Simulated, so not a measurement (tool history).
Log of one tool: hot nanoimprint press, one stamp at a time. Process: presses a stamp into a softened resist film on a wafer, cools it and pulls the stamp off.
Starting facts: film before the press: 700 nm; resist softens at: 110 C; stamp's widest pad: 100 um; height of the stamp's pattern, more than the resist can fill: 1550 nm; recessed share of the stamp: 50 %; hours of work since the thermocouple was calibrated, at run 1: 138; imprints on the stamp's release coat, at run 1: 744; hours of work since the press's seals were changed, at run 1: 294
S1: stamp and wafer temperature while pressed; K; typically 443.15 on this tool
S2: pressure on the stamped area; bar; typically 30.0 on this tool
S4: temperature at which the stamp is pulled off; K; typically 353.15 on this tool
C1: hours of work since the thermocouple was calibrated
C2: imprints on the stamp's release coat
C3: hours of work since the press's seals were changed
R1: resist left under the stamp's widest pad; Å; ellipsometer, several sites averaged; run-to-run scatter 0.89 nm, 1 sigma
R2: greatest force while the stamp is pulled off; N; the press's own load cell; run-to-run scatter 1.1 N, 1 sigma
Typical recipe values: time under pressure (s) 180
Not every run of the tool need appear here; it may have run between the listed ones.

Run 1, hour 0.0: usual settings; C1 138; C2 744; C3 294. Result: R1 2569 Å, R2 144 N.
Run 2, hour 66.1: usual settings; C1 171; C2 921; C3 326. Result: R1 2608 Å, R2 148 N.
Run 3, hour 135.6: usual settings but time under pressure (s) 187; C1 205; C2 1108; C3 361. Result: R1 2561 Å, R2 148 N.
Run 4, hour 191.4: usual settings; C1 233; C2 1257; C3 389. Result: R1 2632 Å, R2 150 N.
Run 5, hour 256.8: usual settings; C1 266; C2 1433; C3 421. Result: R1 2656 Å, R2 153 N.
At hour 289.5: stamp cleaned and given a new release coat.
Run 6, hour 338.8: usual settings; C1 304; C2 132; C3 459. Result: R1 2649 Å, R2 138 N.
Run 7, hour 373.3: usual settings; C1 321; C2 225; C3 477. Result: R1 2662 Å, R2 141 N.
Run 8, hour 428.5: usual settings; C1 348; C2 373; C3 504. Result: R1 2657 Å, R2 143 N.
Run 9, hour 467.3: usual settings; C1 368; C2 477; C3 523. Result: R1 2674 Å, R2 143 N.
Run 10, hour 543.8: usual settings; C1 406; C2 683; C3 561. Result: R1 2691 Å, R2 145 N.
At hour 556.6: plate thermocouple calibrated.
Run 11, hour 615.8: usual settings; C1 29; C2 868; C3 596. Result: R1 2608 Å, R2 146 N.
Run 12, hour 651.2: usual settings; C1 47; C2 963; C3 613. Result: R1 2589 Å, R2 147 N.
Run 13, hour 697.8: usual settings but S1 450.15 K, time under pressure (s) 317; C1 70; C2 1088; C3 637. Result: R1 1479 Å, R2 148 N.
Run 14, hour 753.9: usual settings but S1 436.15 K, S2 21.1 bar, time under pressure (s) 129; C1 98; C2 1239; C3 665. Result: R1 4700 Å, R2 151 N.
Run 15, hour 824.9: usual settings but S1 453.15 K, time under pressure (s) 217, S4 355.15 K; C1 134; C2 1429; C3 700. Result: R1 1521 Å, R2 145 N.
At hour 862.5: stamp cleaned and given a new release coat.
Run 16, hour 895.8: usual settings but S1 453.15 K, time under pressure (s) 123, S4 348.15 K; C1 166; C2 90; C3 732. Result: R1 1919 Å, R2 151 N.
Run 17, hour 950.0: usual settings but S2 28.8 bar, time under pressure (s) 248, S4 346.15 K; C1 193; C2 235; C3 759. Result: R1 2414 Å, R2 155 N.
Run 18, hour 1023.7: usual settings but S1 437.15 K; C1 230; C2 433; C3 796. Result: R1 3599 Å, R2 143 N.
Run 19, hour 1067.5: usual settings but S2 21.4 bar, S4 359.15 K; C1 251; C2 551; C3 818. Result: R1 3188 Å, R2 129 N.

Each row is a separate what-if for the run after 19, all from the same tool condition, not one after another. Results?
Run A, hour 1144.0: usual settings but S2 21.4 bar, S4 359.15 K; C1 290; C2 756; C3 856. Result: R1 ?, R2 ?.
Run B, hour 1144.0: usual settings but S2 21.5 bar, S4 359.15 K; C1 290; C2 756; C3 856. Result: R1 ?, R2 ?.
Run C, hour 1144.0: usual settings but S2 28.4 bar, S4 358.15 K; C1 290; C2 756; C3 856. Result: R1 ?, R2 ?.
Run D, hour 1144.0: usual settings but S2 20.5 bar, time under pressure (s) 141, S4 350.15 K; C1 290; C2 756; C3 856. Result: R1 ?, R2 ?.
Run E, hour 1144.0: usual settings but S4 339.15 K; C1 290; C2 756; C3 856. Result: R1 ?, R2 ?.

run    R1   R2
  A  3206  131
  B  3204  131
  C  2783  132
  D  3562  151
  E  2706  179
Without the tool's hidden state the same runs would have given:
run    R1   R2
  A  3037  121
  B  3035  121
  C  2623  122
  D  3384  140
  E  2547  167
